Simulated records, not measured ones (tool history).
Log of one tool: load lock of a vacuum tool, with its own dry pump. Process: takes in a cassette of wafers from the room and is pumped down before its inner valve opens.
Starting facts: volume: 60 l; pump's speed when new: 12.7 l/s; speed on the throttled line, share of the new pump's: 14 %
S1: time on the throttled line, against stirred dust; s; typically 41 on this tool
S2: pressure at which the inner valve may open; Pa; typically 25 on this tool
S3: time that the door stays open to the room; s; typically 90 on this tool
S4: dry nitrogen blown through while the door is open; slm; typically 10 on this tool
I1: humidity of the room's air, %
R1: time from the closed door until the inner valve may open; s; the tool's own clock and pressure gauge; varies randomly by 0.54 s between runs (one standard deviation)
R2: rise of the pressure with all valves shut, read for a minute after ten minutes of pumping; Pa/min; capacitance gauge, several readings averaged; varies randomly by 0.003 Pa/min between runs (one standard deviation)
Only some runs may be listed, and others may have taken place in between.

run,hour,S1,S2,S3,S4,I1,R1,R2
1,0,41,25,90,10,45.4,74.3,0.061
2,101.7,41,25,90,10,47.8,74.3,0.058
3,157.9,41,25,90,10,46.7,74.7,0.058
4,221.1,41,25,90,10,43.4,74.7,0.057
5,322.7,41,25,90,10,46.3,75.3,0.057
6,416.8,41,25,90,10,44.4,74.3,0.06
7,506.9,48,25,90,10,44.5,79.3,0.062
8,588.8,48,25,90,10,43.7,80.6,0.063
9,680.5,41,19,90,10,42.1,76.2,0.067
10,767.8,41,19,90,10,42,76.1,0.066
11,832,41,25,33,10,43.6,74.7,0.057
12,879.9,41,25,33,10,43.3,74.8,0.056
13,955.5,41,25,33,10,48,74,0.056
14,1034.5,41,25,90,10,42.9,73.3,0.069
15,1101.2,41,25,90,10,43.7,75.6,0.066
16,1177.7,41,18,90,10,46.1,77,0.071
17,1249.6,41,18,90,10,42.7,76.2,0.07
18,1332.1,41,18,90,6,47.9,76.9,0.086
19,1393.6,41,18,90,6,44.2,76,0.079
20,1474.8,41,18,90,6,46.2,76.7,0.087
21,1562.5,26,25,90,10,44.6,61.5,0.081
22,1639.5,36,31,31,5,45.4,69.4,0.072
23,1706.2,43,25,212,44,46.4,76.8,0.077
24,1791.5,41,28,137,26,44.7,73.5,0.078
25,1835.6,41,28,137,26,43.6,74.5,0.078
26,1917.1,55,28,137,26,44.1,85.9,0.081
27,1997.2,33,48,164,27,43.1,65.2,0.079
28,2049.3,33,48,164,27,43.4,64.9,0.082
29,2098.1,33,48,164,23,41.5,65.3,0.088
30,2166.8,41,37,69,18,43.3,72.3,0.08
31,2248.3,41,37,69,18,47.3,73.8,0.076
32,2302.7,41,43,90,22,43,73.5,0.08
33,2402.1,41,25,165,33,46.5,75.2,0.09
34,2475.5,22,30,119,6,48.2,57.8,0.114

Per-run results on a tool with no hidden state, each run keeping its own random variation:
What the log doesn't record here: pump's speed, % of a new pump's; leak at the door's seal, Pa l/s; drift of the gauge itself on ready_s, %; drift of the gauge itself on rise_pa_min, %.
run,R1,R2
1,74.3,0.031
2,74.2,0.027
3,74.6,0.026
4,74.6,0.024
5,75.2,0.023
6,74.2,0.024
7,79.2,0.025
8,80.4,0.024
9,76,0.028
10,75.9,0.025
11,74.5,0.016
12,74.6,0.013
13,73.7,0.012
14,73,0.024
15,75.3,0.02
16,76.6,0.024
17,75.9,0.021
18,76.6,0.036
19,75.6,0.028
20,76.3,0.035
21,61.1,0.027
22,69,0.016
23,76.4,0.02
24,73.1,0.019
25,74.1,0.019
26,85.5,0.02
27,64.8,0.016
28,64.4,0.019
29,64.8,0.023
30,71.9,0.015
31,73.3,0.01
32,73,0.014
33,74.6,0.021
34,57.2,0.044

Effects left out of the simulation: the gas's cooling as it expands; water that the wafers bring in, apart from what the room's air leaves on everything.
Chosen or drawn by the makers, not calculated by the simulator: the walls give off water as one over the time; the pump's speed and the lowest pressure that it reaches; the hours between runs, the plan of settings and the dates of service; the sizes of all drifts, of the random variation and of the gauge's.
